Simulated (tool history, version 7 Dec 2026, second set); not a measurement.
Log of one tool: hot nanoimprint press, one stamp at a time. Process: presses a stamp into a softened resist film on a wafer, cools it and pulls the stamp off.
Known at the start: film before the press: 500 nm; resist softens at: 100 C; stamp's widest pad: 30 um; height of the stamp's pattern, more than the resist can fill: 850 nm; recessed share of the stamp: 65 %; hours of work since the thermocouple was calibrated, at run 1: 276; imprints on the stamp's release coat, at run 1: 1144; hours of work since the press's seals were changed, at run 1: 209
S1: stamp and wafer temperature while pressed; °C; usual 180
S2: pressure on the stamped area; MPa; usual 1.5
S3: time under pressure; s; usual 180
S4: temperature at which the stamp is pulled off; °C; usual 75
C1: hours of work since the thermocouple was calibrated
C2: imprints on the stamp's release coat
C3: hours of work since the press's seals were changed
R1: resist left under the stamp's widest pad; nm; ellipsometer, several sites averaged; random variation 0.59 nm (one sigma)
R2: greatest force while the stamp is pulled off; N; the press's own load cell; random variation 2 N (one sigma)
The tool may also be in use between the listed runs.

run     day   S1    S2   S3  S4   C1    C2   C3     R1   R2
  1       0  180   1.5  180  75  276  1144  209    295  179
  2    0.95  180   1.5  180  75  291  1231  225  295.5  179
  3   1.521  180   1.5  180  75  301  1283  235  294.4  182
  4   2.392  180   1.5  197  75  315  1362  249  285.9  180
  5   3.154  180   1.5  180  75  328  1432  262  293.6  179
  6   4.129  180   1.5  180  75  344  1521  278  294.4  180
      5.167  -- stamp cleaned and given a new release coat
  7   5.367  180   1.5  228  75  361    19  295  271.2  182
  8   6.221  180   1.5  228  75  375    97  309  271.8  179
  9   7.125  191   1.5  180  75  390   179  324  195.1  183
 10   7.871  191   1.5  180  75  403   247  336  195.2  179
 11   8.817  191   1.5  180  75  418   333  352  193.8  179
 12   9.242  191   1.5  180  75  425   372  359  194.9  175
 13   9.708  171   1.5  180  73  433   414  367  386.2  186
 14  10.325  186   1.5  285  73  444   471  377  196.4  185
 15  11.033  186   1.5  285  73  455   535  389  196.2  186
 16  11.771  172   1.5  285  82  468   602  401  338.1  157
 17  12.525  184   1.5  269  75  480   671  414  218.3  179
 18  13.208  170  1.06  180  75  492   733  425  420.4  178
 19    14.1  183  1.52   95  71  506   815  440  322.9  190
 20  14.617  180  0.94  195  60  515   862  449  333.3  232
 21  15.475  180  1.14   96  75  529   940  463  376.7  180
 22  15.921  172  1.14   96  80  537   981  471  436.5  164
 23  16.488  172  1.14   96  80  546  1032  480  437.7  161
 24  17.292  176  1.37  321  75  560  1106  493  290.3  178

Hidden state at the last listed run before each entry between runs and at the first one after, where it differs:
Between runs 6 and 7: stamp cleaned and given a new release coat (day 5.167)
  grip of the stamp's worn release coat, % over a new coat's: 0.6 -> 0
